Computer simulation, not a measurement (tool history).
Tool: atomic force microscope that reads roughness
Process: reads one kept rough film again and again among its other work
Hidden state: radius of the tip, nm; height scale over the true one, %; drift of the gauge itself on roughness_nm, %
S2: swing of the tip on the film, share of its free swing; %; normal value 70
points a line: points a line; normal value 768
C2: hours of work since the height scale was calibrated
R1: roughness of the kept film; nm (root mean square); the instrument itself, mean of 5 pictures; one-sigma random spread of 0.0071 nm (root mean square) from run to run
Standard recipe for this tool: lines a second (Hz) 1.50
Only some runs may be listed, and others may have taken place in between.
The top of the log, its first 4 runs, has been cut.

Run 5, hour 99.4: usual settings; pictures with this tip 159; C2 507. Result: R1 1.291 nm (root mean square).
Run 6, hour 119.8: usual settings; pictures with this tip 180; C2 516. Result: R1 1.279 nm (root mean square).
Run 7, hour 140.5: usual settings; pictures with this tip 201; C2 524. Result: R1 1.255 nm (root mean square).
Run 8, hour 156.0: usual settings but S2 55 %; pictures with this tip 218; C2 531. Result: R1 1.295 nm (root mean square).
Run 9, hour 181.9: usual settings; pictures with this tip 244; C2 542. Result: R1 1.225 nm (root mean square).
At hour 190.1: new tip fitted.
Run 10, hour 207.0: usual settings; pictures with this tip 17; C2 552. Result: R1 1.429 nm (root mean square).
Run 11, hour 228.4: usual settings but lines a second (Hz) 1.12; pictures with this tip 39; C2 561. Result: R1 1.439 nm (root mean square).
Run 12, hour 243.5: usual settings but lines a second (Hz) 0.92; pictures with this tip 55; C2 568. Result: R1 1.411 nm (root mean square).
Run 13, hour 266.8: usual settings but lines a second (Hz) 0.92; pictures with this tip 79; C2 578. Result: R1 1.407 nm (root mean square).
Run 14, hour 284.3: usual settings but lines a second (Hz) 0.92; pictures with this tip 97; C2 585. Result: R1 1.370 nm (root mean square).
Run 15, hour 301.5: usual settings but lines a second (Hz) 0.92; pictures with this tip 115; C2 592. Result: R1 1.383 nm (root mean square).
Run 16, hour 333.3: usual settings but lines a second (Hz) 0.92; pictures with this tip 148; C2 606. Result: R1 1.346 nm (root mean square).
Run 17, hour 349.7: usual settings but lines a second (Hz) 0.92, points a line 864; pictures with this tip 165; C2 613. Result: R1 1.330 nm (root mean square).
Run 18, hour 376.2: usual settings but points a line 981; pictures with this tip 193; C2 624. Result: R1 1.268 nm (root mean square).
Run 19, hour 389.8: usual settings but points a line 981; pictures with this tip 207; C2 630. Result: R1 1.250 nm (root mean square).
Run 20, hour 418.1: usual settings but points a line 981; pictures with this tip 236; C2 642. Result: R1 1.241 nm (root mean square).
At hour 434.1: new tip fitted.
Run 21, hour 447.4: usual settings; pictures with this tip 13; C2 654. Result: R1 1.434 nm (root mean square).
Run 22, hour 463.8: usual settings but S2 87 %; pictures with this tip 30; C2 661. Result: R1 1.288 nm (root mean square).
Run 23, hour 488.0: usual settings; pictures with this tip 56; C2 671. Result: R1 1.384 nm (root mean square).
Run 24, hour 517.9: usual settings; pictures with this tip 87; C2 684. Result: R1 1.356 nm (root mean square).
Run 25, hour 544.7: usual settings; pictures with this tip 115; C2 695. Result: R1 1.323 nm (root mean square).
At hour 547.2: height scale calibrated on a step standard.
Run 26, hour 559.5: usual settings but S2 63 %; pictures with this tip 129; C2 5. Result: R1 1.343 nm (root mean square).
Run 27, hour 583.8: usual settings but S2 63 %, points a line 287; pictures with this tip 154; C2 16. Result: R1 1.312 nm (root mean square).
Run 28, hour 607.2: usual settings but S2 63 %, points a line 287; pictures with this tip 178; C2 25. Result: R1 1.288 nm (root mean square).

Run 29 comes next. What will it give?
At hour 610.5: height scale calibrated on a step standard, once more.
Run 29, hour 626.9: usual settings but S2 63 %, points a line 287; pictures with this tip 198; C2 7. Result: R1 ?.

{"run 29": {"R1": 1.285}}
Had the tool carried no hidden state, the very same run would have given R1 1.481 nm (root mean square).

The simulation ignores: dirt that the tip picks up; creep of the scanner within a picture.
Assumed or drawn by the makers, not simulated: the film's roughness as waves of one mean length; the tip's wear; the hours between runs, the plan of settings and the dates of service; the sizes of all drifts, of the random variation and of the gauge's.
